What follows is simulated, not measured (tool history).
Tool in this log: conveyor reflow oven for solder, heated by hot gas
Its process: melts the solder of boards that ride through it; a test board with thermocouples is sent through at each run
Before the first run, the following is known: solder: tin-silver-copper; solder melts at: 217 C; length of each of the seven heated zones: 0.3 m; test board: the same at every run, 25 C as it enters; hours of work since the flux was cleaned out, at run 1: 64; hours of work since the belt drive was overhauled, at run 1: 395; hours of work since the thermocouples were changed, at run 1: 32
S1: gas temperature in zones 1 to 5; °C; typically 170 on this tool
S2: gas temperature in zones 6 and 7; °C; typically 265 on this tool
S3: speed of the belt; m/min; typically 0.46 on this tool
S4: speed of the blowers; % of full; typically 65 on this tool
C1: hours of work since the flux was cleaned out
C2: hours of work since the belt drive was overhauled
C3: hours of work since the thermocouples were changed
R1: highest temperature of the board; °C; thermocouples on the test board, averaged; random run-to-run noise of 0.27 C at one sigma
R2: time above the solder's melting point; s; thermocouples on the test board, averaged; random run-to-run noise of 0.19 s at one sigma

| run | hour | S1 | S2 | S3 | S4 | C1 | C2 | C3 | R1 | R2 |
|---|---|---|---|---|---|---|---|---|---|---|
| 1 | 0 | 170 | 265 | 0.46 | 65 | 64 | 395 | 32 | 252.2 | 58.8 |
| 2 | 7.3 | 170 | 265 | 0.46 | 74 | 68 | 400 | 36 | 253.5 | 60.1 |
| 3 | 16.9 | 170 | 265 | 0.46 | 54 | 74 | 405 | 42 | 251 | 57 |
| 4 | 26.9 | 170 | 265 | 0.46 | 54 | 79 | 410 | 47 | 250.4 | 57.2 |
| 5 | 32.7 | 170 | 265 | 0.46 | 54 | 83 | 414 | 51 | 250.9 | 57.2 |
| 6 | 41.1 | 170 | 265 | 0.374 | 65 | 87 | 418 | 55 | 256.5 | 78.9 |
| 7 | 46.5 | 170 | 265 | 0.374 | 65 | 90 | 421 | 58 | 256.8 | 78.7 |
| 8 | 53.7 | 176 | 265 | 0.374 | 65 | 94 | 425 | 62 | 257.8 | 81.3 |
| 9 | 61.7 | 176 | 265 | 0.374 | 65 | 99 | 430 | 67 | 257.7 | 81.3 |
| 10 | 71.6 | 176 | 265 | 0.451 | 65 | 104 | 435 | 72 | 253.2 | 63.2 |
| 11 | 79.5 | 181 | 265 | 0.46 | 65 | 109 | 440 | 77 | 253.3 | 64.2 |
| 12 | 87 | 170 | 265 | 0.46 | 65 | 113 | 444 | 81 | 252.8 | 58.5 |
| 13 | 95.3 | 170 | 265 | 0.46 | 65 | 117 | 448 | 85 | 251.6 | 58.7 |
| 14 | 100.1 | 170 | 265 | 0.46 | 89 | 120 | 451 | 88 | 254.3 | 61.3 |
| 15 | 105.1 | 170 | 265 | 0.46 | 89 | 123 | 454 | 91 | 254.6 | 61.3 |
| 16 | 110.6 | 170 | 265 | 0.46 | 89 | 126 | 457 | 94 | 254.5 | 61.6 |
| 17 | 116.4 | 170 | 265 | 0.46 | 89 | 129 | 460 | 97 | 253.8 | 61.3 |
| 18 | 124.9 | 180 | 278 | 0.537 | 65 | 134 | 465 | 102 | 260 | 56.5 |
| 19 | 132.3 | 180 | 278 | 0.537 | 65 | 138 | 469 | 106 | 260.2 | 57.2 |
| 20 | 141.3 | 180 | 278 | 0.537 | 58 | 143 | 474 | 111 | 259.2 | 56.2 |
|  | 147 | flux residue cleaned out of gas plates and filters |
| 21 | 153.9 | 180 | 278 | 0.537 | 58 | 4 | 478 | 115 | 258 | 55.7 |
| 22 | 160.6 | 178 | 278 | 0.385 | 58 | 8 | 482 | 119 | 267.4 | 84.9 |
| 23 | 168.3 | 168 | 278 | 0.42 | 76 | 12 | 486 | 123 | 266.2 | 73.5 |
| 24 | 176.1 | 162 | 262 | 0.42 | 75 | 16 | 491 | 127 | 250.2 | 61.6 |
| 25 | 181.4 | 170 | 276 | 0.46 | 65 | 19 | 494 | 130 | 260.6 | 63.9 |
| 26 | 190.4 | 170 | 276 | 0.46 | 65 | 24 | 499 | 135 | 260.4 | 64 |
|  | 200.9 | flux residue cleaned out of gas plates and filters, once more |
| 27 | 200.9 | 170 | 261 | 0.46 | 65 | 0 | 502 | 138 | 249.2 | 56.7 |
| 28 | 207.5 | 170 | 279 | 0.395 | 54 | 4 | 505 | 142 | 267.8 | 80 |
| 29 | 215.2 | 170 | 279 | 0.395 | 54 | 8 | 509 | 146 | 268 | 80.6 |
| 30 | 225 | 157 | 279 | 0.435 | 86 | 13 | 515 | 152 | 268.8 | 69.1 |
| 31 | 231.7 | 157 | 279 | 0.435 | 86 | 17 | 519 | 156 | 267.8 | 69.3 |
| 32 | 236.5 | 170 | 279 | 0.38 | 61 | 20 | 521 | 158 | 269.8 | 84.6 |

Consider 3 possible next runs. They are alternatives, not a sequence: every one starts from the tool as it was left by run 32. What does each give?
| A | 241.6 | 177 | 258 | 0.418 | 65 | 23 | 524 | 161 | ? | ? |
| B | 241.6 | 170 | 266 | 0.389 | 51 | 23 | 524 | 161 | ? | ? |
| C | 241.6 | 179 | 261 | 0.38 | 61 | 23 | 524 | 161 | ? | ? |

| run | R1 | R2 |
|---|---|---|
| A | 249.1 | 66.9 |
| B | 256.1 | 74.1 |
| C | 253.7 | 78.7 |
Stripped of hidden state, with their random variation kept, the same runs would have yielded:
| run | R1 | R2 |
|---|---|---|
| A | 249.7 | 66.6 |
| B | 256.7 | 73.7 |
| C | 254.3 | 78.2 |
